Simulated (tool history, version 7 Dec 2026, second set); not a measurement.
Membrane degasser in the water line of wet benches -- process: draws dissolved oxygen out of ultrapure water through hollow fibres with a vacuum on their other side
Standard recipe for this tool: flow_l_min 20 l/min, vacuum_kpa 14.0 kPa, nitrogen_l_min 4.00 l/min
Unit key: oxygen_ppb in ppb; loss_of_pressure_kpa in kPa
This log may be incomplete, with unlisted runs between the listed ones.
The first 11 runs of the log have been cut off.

Run 12, day 30.138: usual settings but flow_l_min 18 l/min, nitrogen_l_min 11.48 l/min. Result: oxygen_ppb 89.1 ppb, loss_of_pressure_kpa 40.27 kPa.
Run 13, day 32.679: usual settings but flow_l_min 18 l/min, nitrogen_l_min 11.48 l/min. Result: oxygen_ppb 90.2 ppb, loss_of_pressure_kpa 40.40 kPa.
Run 14, day 34.696: usual settings but flow_l_min 18 l/min, nitrogen_l_min 11.48 l/min. Result: oxygen_ppb 90.0 ppb, loss_of_pressure_kpa 40.53 kPa.
Run 15, day 37.892: usual settings but vacuum_kpa 26.8 kPa. Result: oxygen_ppb 340.5 ppb, loss_of_pressure_kpa 44.80 kPa.
At day 38.783: vacuum gauge calibrated.
Run 16, day 39.721: usual settings but flow_l_min 13 l/min. Result: oxygen_ppb 110.5 ppb, loss_of_pressure_kpa 29.10 kPa.
Run 17, day 42.146: usual settings. Result: oxygen_ppb 190.3 ppb, loss_of_pressure_kpa 45.11 kPa.
Run 18, day 44.533: usual settings but flow_l_min 21 l/min, vacuum_kpa 14.8 kPa. Result: oxygen_ppb 210.3 ppb, loss_of_pressure_kpa 46.82 kPa.
Run 19, day 46.554: usual settings but flow_l_min 21 l/min, vacuum_kpa 14.8 kPa. Result: oxygen_ppb 210.7 ppb, loss_of_pressure_kpa 46.76 kPa.
Run 20, day 49.946: usual settings but flow_l_min 18 l/min, vacuum_kpa 12.3 kPa, nitrogen_l_min 3.79 l/min. Result: oxygen_ppb 154.8 ppb, loss_of_pressure_kpa 40.35 kPa.
Run 21, day 52.021: usual settings but flow_l_min 16 l/min, vacuum_kpa 12.3 kPa, nitrogen_l_min 2.27 l/min. Result: oxygen_ppb 194.0 ppb, loss_of_pressure_kpa 36.25 kPa.
Run 22, day 55.792: usual settings but vacuum_kpa 34.4 kPa. Result: oxygen_ppb 416.8 ppb, loss_of_pressure_kpa 44.98 kPa.
Run 23, day 58.621: usual settings but flow_l_min 16 l/min, vacuum_kpa 30.3 kPa, nitrogen_l_min 7.61 l/min. Result: oxygen_ppb 173.5 ppb, loss_of_pressure_kpa 36.13 kPa.
Run 24, day 61.725: usual settings but flow_l_min 16 l/min, vacuum_kpa 12.9 kPa, nitrogen_l_min 3.08 l/min. Result: oxygen_ppb 162.3 ppb, loss_of_pressure_kpa 36.54 kPa.
Run 25, day 65.125: usual settings but flow_l_min 30 l/min, vacuum_kpa 12.9 kPa, nitrogen_l_min 11.43 l/min. Result: oxygen_ppb 191.0 ppb, loss_of_pressure_kpa 67.95 kPa.
Run 26, day 68.388: usual settings but flow_l_min 15 l/min, vacuum_kpa 12.9 kPa, nitrogen_l_min 7.64 l/min. Result: oxygen_ppb 81.1 ppb, loss_of_pressure_kpa 33.60 kPa.
Run 27, day 71.975: usual settings but flow_l_min 15 l/min, vacuum_kpa 12.9 kPa, nitrogen_l_min 7.64 l/min. Result: oxygen_ppb 81.3 ppb, loss_of_pressure_kpa 33.85 kPa.
Run 28, day 74.683: usual settings but flow_l_min 18 l/min, vacuum_kpa 11.1 kPa. Result: oxygen_ppb 135.4 ppb, loss_of_pressure_kpa 40.43 kPa.
Run 29, day 77.762: usual settings but flow_l_min 21 l/min, vacuum_kpa 25.8 kPa. Result: oxygen_ppb 354.4 ppb, loss_of_pressure_kpa 47.30 kPa.
Run 30, day 81.538: usual settings but flow_l_min 18 l/min, vacuum_kpa 22.0 kPa, nitrogen_l_min 3.99 l/min. Result: oxygen_ppb 256.5 ppb, loss_of_pressure_kpa 40.57 kPa.
Run 31, day 84.096: usual settings but flow_l_min 14 l/min, vacuum_kpa 22.0 kPa, nitrogen_l_min 3.99 l/min. Result: oxygen_ppb 193.7 ppb, loss_of_pressure_kpa 31.62 kPa.
Run 32, day 87.225: usual settings but nitrogen_l_min 9.53 l/min. Result: oxygen_ppb 118.2 ppb, loss_of_pressure_kpa 45.17 kPa.
Run 33, day 90.829: usual settings but flow_l_min 22 l/min, vacuum_kpa 9.3 kPa, nitrogen_l_min 9.49 l/min. Result: oxygen_ppb 108.2 ppb, loss_of_pressure_kpa 49.95 kPa.

Here are 3 independent what-if runs from the current tool condition. What would each one return?
Run A, day 93.917: usual settings but flow_l_min 22 l/min, vacuum_kpa 19.8 kPa, nitrogen_l_min 9.49 l/min. Result: oxygen_ppb ?, loss_of_pressure_kpa ?.
Run B, day 93.917: usual settings but flow_l_min 28 l/min, vacuum_kpa 17.6 kPa, nitrogen_l_min 1.74 l/min. Result: oxygen_ppb ?, loss_of_pressure_kpa ?.
Run C, day 93.917: usual settings but nitrogen_l_min 10.84 l/min. Result: oxygen_ppb ?, loss_of_pressure_kpa ?.

run  oxygen_ppb  loss_of_pressure_kpa
  A       169.1                 49.71
  B       609.9                 63.30
  C       112.3                 45.54
With no hidden state in the tool, these same runs would have given:
run  oxygen_ppb  loss_of_pressure_kpa
  A       154.0                 47.73
  B       585.4                 60.78
  C        99.7                 43.74
